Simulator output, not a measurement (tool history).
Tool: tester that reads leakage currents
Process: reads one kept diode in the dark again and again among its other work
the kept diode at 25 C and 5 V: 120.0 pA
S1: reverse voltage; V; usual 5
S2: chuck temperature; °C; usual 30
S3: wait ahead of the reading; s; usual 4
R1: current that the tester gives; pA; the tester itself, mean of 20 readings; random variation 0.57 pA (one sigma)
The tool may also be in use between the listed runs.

{"run": 1, "hour": 0.0, "S1": 5, "S2": 30, "S3": 4, "R1": 188.39}
{"run": 2, "hour": 32.7, "S1": 5, "S2": 30, "S3": 3.64, "R1": 189.08}
{"run": 3, "hour": 49.8, "S1": 5, "S2": 30, "S3": 3.64, "R1": 187.95}
{"run": 4, "hour": 87.7, "S1": 5, "S2": 30, "S3": 3.64, "R1": 189.8}
{"run": 5, "hour": 108.0, "S1": 2.05, "S2": 30, "S3": 4, "R1": 120.63}
{"run": 6, "hour": 143.4, "S1": 1.03, "S2": 30, "S3": 4, "R1": 84.72}
{"run": 7, "hour": 164.5, "S1": 1.03, "S2": 30, "S3": 4, "R1": 84.5}
{"hour": 171.8, "done": "chuck's temperature calibrated"}
{"run": 8, "hour": 191.5, "S1": 1.03, "S2": 30, "S3": 4, "R1": 85.05}
{"run": 9, "hour": 220.9, "S1": 1.03, "S2": 30, "S3": 4, "R1": 85.15}
{"run": 10, "hour": 237.1, "S1": 1.03, "S2": 30, "S3": 4, "R1": 85.02}
{"run": 11, "hour": 254.7, "S1": 1.03, "S2": 30, "S3": 4, "R1": 85.14}
{"run": 12, "hour": 286.2, "S1": 5, "S2": 30, "S3": 4, "R1": 188.51}
{"run": 13, "hour": 302.5, "S1": 5, "S2": 30, "S3": 4, "R1": 189.92}
{"run": 14, "hour": 331.7, "S1": 5, "S2": 30, "S3": 4, "R1": 189.76}
{"run": 15, "hour": 353.0, "S1": 5, "S2": 30, "S3": 4, "R1": 188.72}
{"run": 16, "hour": 386.0, "S1": 1.86, "S2": 42, "S3": 4, "R1": 320.63}
{"run": 17, "hour": 417.7, "S1": 1.86, "S2": 56, "S3": 5.5, "R1": 961.35}
{"run": 18, "hour": 439.6, "S1": 11.47, "S2": 35, "S3": 5.5, "R1": 443.54}
{"run": 19, "hour": 458.8, "S1": 4.53, "S2": 30, "S3": 1.8, "R1": 179.35}
{"run": 20, "hour": 486.6, "S1": 5.26, "S2": 30, "S3": 0.88, "R1": 194.59}
{"run": 21, "hour": 511.7, "S1": 6.11, "S2": 30, "S3": 0.88, "R1": 209.9}
{"run": 22, "hour": 539.0, "S1": 1.39, "S2": 31, "S3": 1.03, "R1": 108.3}
{"run": 23, "hour": 563.8, "S1": 5, "S2": 30, "S3": 0.69, "R1": 190.47}
{"run": 24, "hour": 591.8, "S1": 5, "S2": 60, "S3": 4, "R1": 2121.13}
{"run": 25, "hour": 628.1, "S1": 2.29, "S2": 26, "S3": 5.82, "R1": 88.69}
{"run": 26, "hour": 662.5, "S1": 2.29, "S2": 26, "S3": 5.82, "R1": 88.86}
{"run": 27, "hour": 697.6, "S1": 2.29, "S2": 26, "S3": 5.82, "R1": 89.02}
{"run": 28, "hour": 716.9, "S1": 2.29, "S2": 26, "S3": 5.82, "R1": 88.33}
{"run": 29, "hour": 732.7, "S1": 2.83, "S2": 26, "S3": 0.75, "R1": 99.53}
{"run": 30, "hour": 765.7, "S1": 2.83, "S2": 26, "S3": 0.75, "R1": 99.67}

Some steps in R1 between neighbouring runs. How much of each would the tool show without its hidden state too (settings, what came in, random variation), and how much is left for the hidden state, with any gauge scatter that isn't in both results?
The hidden state here: stray current of the dirty probe card, pA a volt; current scale over the true one, %; true chuck temperature over the reading, C; drift of the gauge itself on leakage_pa, %.
Run 16 -> 17: S2 42 -> 56, S3 4 -> 5.5. R1 +640.72 pA: hidden state -0.2, all else +640.92.
Run 17 -> 18: S1 1.86 -> 11.47, S2 56 -> 35. R1 -517.81 pA: hidden state +0.24, all else -518.05.
Run 23 -> 24: S2 30 -> 60, S3 0.69 -> 4. R1 +1930.66 pA: hidden state -0.93, all else +1931.59.
Run 24 -> 25: S1 5 -> 2.29, S2 60 -> 26, S3 4 -> 5.82. R1 -2032.44 pA: hidden state +0.94, all else -2033.38.
